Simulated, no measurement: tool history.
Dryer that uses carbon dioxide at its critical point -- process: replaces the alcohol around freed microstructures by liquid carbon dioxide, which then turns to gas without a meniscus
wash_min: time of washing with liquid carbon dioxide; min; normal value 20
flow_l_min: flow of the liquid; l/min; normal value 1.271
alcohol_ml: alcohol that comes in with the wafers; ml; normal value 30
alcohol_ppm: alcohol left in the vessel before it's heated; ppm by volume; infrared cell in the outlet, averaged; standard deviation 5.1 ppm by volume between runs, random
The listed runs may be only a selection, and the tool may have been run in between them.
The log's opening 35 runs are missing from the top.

Run 36, hour 424.6: usual settings but flow_l_min 0.970 l/min, alcohol_ml 111 ml. Result: alcohol_ppm 832 ppm by volume.
Run 37, hour 432.4: usual settings but wash_min 15 min, flow_l_min 0.970 l/min, alcohol_ml 111 ml. Result: alcohol_ppm 1899 ppm by volume.
Run 38, hour 447.0: usual settings but wash_min 15 min, flow_l_min 0.970 l/min, alcohol_ml 111 ml. Result: alcohol_ppm 1869 ppm by volume.
Run 39, hour 455.5: usual settings but wash_min 19 min, flow_l_min 2.060 l/min, alcohol_ml 26 ml. Result: alcohol_ppm 117 ppm by volume.
Run 40, hour 464.9: usual settings but wash_min 19 min, flow_l_min 2.060 l/min, alcohol_ml 26 ml. Result: alcohol_ppm 102 ppm by volume.
Run 41, hour 474.8: usual settings but wash_min 13 min. Result: alcohol_ppm 430 ppm by volume.
Run 42, hour 489.5: usual settings but wash_min 15 min, flow_l_min 0.770 l/min. Result: alcohol_ppm 977 ppm by volume.
Run 43, hour 496.6: usual settings but wash_min 15 min, flow_l_min 0.770 l/min. Result: alcohol_ppm 963 ppm by volume.
Run 44, hour 508.0: usual settings but wash_min 21 min, flow_l_min 1.000 l/min, alcohol_ml 37 ml. Result: alcohol_ppm 293 ppm by volume.
Run 45, hour 523.7: usual settings but wash_min 16 min, flow_l_min 1.070 l/min. Result: alcohol_ppm 416 ppm by volume.
Run 46, hour 539.6: usual settings but alcohol_ml 27 ml. Result: alcohol_ppm 161 ppm by volume.

Here are 3 independent what-if runs from the current tool condition. What would each one return?
Run A, hour 546.6: usual settings but flow_l_min 2.030 l/min, alcohol_ml 105 ml. Result: alcohol_ppm ?.
Run B, hour 546.6: usual settings but wash_min 21 min, flow_l_min 0.880 l/min, alcohol_ml 112 ml. Result: alcohol_ppm ?.
Run C, hour 546.6: usual settings but wash_min 26 min, flow_l_min 1.060 l/min, alcohol_ml 42 ml. Result: alcohol_ppm ?.

run  alcohol_ppm
  A          115
  B         1032
  C          174
The same runs, with their run-to-run variation unchanged, on a tool lacking any hidden condition would have given:
run  alcohol_ppm
  A            6
  B          723
  C           46

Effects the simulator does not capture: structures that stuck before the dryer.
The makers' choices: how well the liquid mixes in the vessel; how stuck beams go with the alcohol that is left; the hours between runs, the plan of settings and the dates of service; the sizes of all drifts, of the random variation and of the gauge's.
